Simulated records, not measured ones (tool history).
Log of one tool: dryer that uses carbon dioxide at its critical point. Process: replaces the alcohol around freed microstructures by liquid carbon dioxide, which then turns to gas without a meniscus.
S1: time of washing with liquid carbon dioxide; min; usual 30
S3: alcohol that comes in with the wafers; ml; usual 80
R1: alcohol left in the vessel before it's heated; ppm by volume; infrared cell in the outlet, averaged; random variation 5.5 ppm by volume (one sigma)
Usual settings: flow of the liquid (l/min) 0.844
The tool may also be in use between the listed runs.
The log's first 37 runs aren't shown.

run 38 day=13.138 | S1=22 flow_of_the_liquid_(l/min)=1.064 S3=25 | R1=99
run 39 day=13.450 | S1=22 flow_of_the_liquid_(l/min)=1.064 S3=25 | R1=117
run 40 day=13.792 | S1=34 flow_of_the_liquid_(l/min)=0.851 S3=34 | R1=84
run 41 day=14.000 | S1=34 flow_of_the_liquid_(l/min)=0.851 S3=34 | R1=71
run 42 day=14.471 | S1=34 flow_of_the_liquid_(l/min)=1.263 S3=34 | R1=49
run 43 day=14.971 | S1=19 flow_of_the_liquid_(l/min)=1.082 S3=46 | R1=282
run 44 day=15.258 | S1=24 flow_of_the_liquid_(l/min)=0.684 S3=34 | R1=435
run 45 day=15.717 | S1=24 flow_of_the_liquid_(l/min)=0.852 S3=34 | R1=223
run 46 day=16.225 | S1=24 flow_of_the_liquid_(l/min)=0.852 S3=34 | R1=233

3 ways to go on from here, each from the tool as it stands after run 46. What would each give?
run A day=16.729 | S1=30 flow_of_the_liquid_(l/min)=0.644 S3=97 | R1=?
run B day=16.729 | S1=20 flow_of_the_liquid_(l/min)=0.852 S3=34 | R1=?
run C day=16.729 | S1=24 flow_of_the_liquid_(l/min)=0.551 S3=44 | R1=?

run=A R1=710
run=B R1=412
run=C R1=951
Without the tool's hidden state the same runs would have given:
run=A R1=587
run=B R1=331
run=C R1=833
